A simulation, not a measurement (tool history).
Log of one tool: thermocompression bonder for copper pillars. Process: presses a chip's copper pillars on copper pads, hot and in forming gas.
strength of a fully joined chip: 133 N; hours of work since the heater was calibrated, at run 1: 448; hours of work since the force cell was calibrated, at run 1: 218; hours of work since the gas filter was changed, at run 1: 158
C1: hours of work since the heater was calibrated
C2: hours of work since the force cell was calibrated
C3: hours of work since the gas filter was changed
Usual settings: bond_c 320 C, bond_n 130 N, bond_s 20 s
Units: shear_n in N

Run 1, day 0.000: usual settings; C1 448; C2 218; C3 158. Result: shear_n 64.0 N.
Run 2, day 0.371: usual settings; C1 454; C2 224; C3 164. Result: shear_n 65.3 N.
Run 3, day 0.758: usual settings; C1 460; C2 229; C3 170. Result: shear_n 63.7 N.
Run 4, day 1.279: usual settings but bond_c 346 C; C1 467; C2 237; C3 178. Result: shear_n 78.9 N.
Run 5, day 1.667: usual settings but bond_c 346 C; C1 473; C2 243; C3 183. Result: shear_n 80.1 N.
Run 6, day 2.517: usual settings but bond_c 293 C; C1 486; C2 256; C3 196. Result: shear_n 47.7 N.
Run 7, day 2.992: usual settings but bond_c 293 C; C1 493; C2 263; C3 203. Result: shear_n 48.0 N.
Run 8, day 3.829: usual settings; C1 506; C2 276; C3 216. Result: shear_n 64.6 N.
At day 4.154: forming gas filter changed.
Run 9, day 4.567: usual settings; C1 517; C2 287; C3 6. Result: shear_n 64.3 N.
Run 10, day 4.975: usual settings; C1 523; C2 293; C3 12. Result: shear_n 64.2 N.
Run 11, day 5.442: usual settings but bond_c 297 C; C1 530; C2 300; C3 19. Result: shear_n 51.2 N.
Run 12, day 5.925: usual settings but bond_c 297 C; C1 537; C2 307; C3 27. Result: shear_n 50.9 N.
Run 13, day 6.275: usual settings but bond_c 297 C; C1 543; C2 313; C3 32. Result: shear_n 50.3 N.
Run 14, day 7.042: usual settings but bond_c 297 C; C1 554; C2 324; C3 44. Result: shear_n 52.4 N.
Run 15, day 7.575: usual settings but bond_n 148 N; C1 562; C2 332; C3 52. Result: shear_n 72.0 N.
Run 16, day 8.354: usual settings but bond_n 148 N; C1 574; C2 344; C3 64. Result: shear_n 73.5 N.
Run 17, day 8.962: usual settings but bond_c 300 C, bond_n 157 N, bond_s 50 s; C1 583; C2 353; C3 73. Result: shear_n 85.0 N.
Run 18, day 9.421: usual settings but bond_n 103 N; C1 590; C2 360; C3 80. Result: shear_n 50.8 N.
Run 19, day 9.917: usual settings but bond_c 330 C, bond_n 111 N, bond_s 16 s; C1 598; C2 368; C3 87. Result: shear_n 55.6 N.
Run 20, day 10.708: usual settings but bond_c 304 C, bond_n 96 N, bond_s 34 s; C1 610; C2 380; C3 99. Result: shear_n 48.1 N.
Run 21, day 11.538: usual settings but bond_c 328 C, bond_n 96 N, bond_s 16 s; C1 622; C2 392; C3 112. Result: shear_n 45.7 N.
Run 22, day 12.175: usual settings but bond_c 330 C, bond_s 49 s; C1 632; C2 402; C3 121. Result: shear_n 93.2 N.
Run 23, day 12.592: usual settings but bond_c 312 C, bond_n 183 N; C1 638; C2 408; C3 128. Result: shear_n 80.9 N.
Run 24, day 13.025: usual settings but bond_c 343 C, bond_n 185 N; C1 645; C2 415; C3 134. Result: shear_n 102.9 N.
Run 25, day 13.712: usual settings but bond_c 304 C, bond_s 34 s; C1 655; C2 425; C3 145. Result: shear_n 64.6 N.
Run 26, day 14.438: usual settings but bond_c 333 C, bond_n 82 N; C1 666; C2 436; C3 156. Result: shear_n 44.3 N.
Run 27, day 14.912: usual settings but bond_c 345 C, bond_s 31 s; C1 673; C2 443; C3 163. Result: shear_n 88.3 N.
Run 28, day 15.321: usual settings but bond_c 296 C, bond_s 45 s; C1 680; C2 449; C3 169. Result: shear_n 68.9 N.

Forecast each of these 5 alternatives for the next run:
Run A, day 15.692: usual settings but bond_c 340 C, bond_n 143 N; C1 685; C2 455; C3 175. Result: shear_n ?.
Run B, day 15.692: usual settings but bond_c 295 C, bond_n 188 N, bond_s 34 s; C1 685; C2 455; C3 175. Result: shear_n ?.
Run C, day 15.692: usual settings but bond_c 299 C, bond_s 31 s; C1 685; C2 455; C3 175. Result: shear_n ?.
Run D, day 15.692: usual settings but bond_c 307 C, bond_s 11 s; C1 685; C2 455; C3 175. Result: shear_n ?.
Run E, day 15.692: usual settings but bond_c 336 C, bond_n 103 N, bond_s 15 s; C1 685; C2 455; C3 175. Result: shear_n ?.

run  shear_n
  A     81.0
  B     86.8
  C     60.1
  D     44.1
  E     52.3
Without the tool's hidden state the same runs would have given:
run  shear_n
  A     81.2
  B     87.0
  C     60.2
  D     44.2
  E     52.4

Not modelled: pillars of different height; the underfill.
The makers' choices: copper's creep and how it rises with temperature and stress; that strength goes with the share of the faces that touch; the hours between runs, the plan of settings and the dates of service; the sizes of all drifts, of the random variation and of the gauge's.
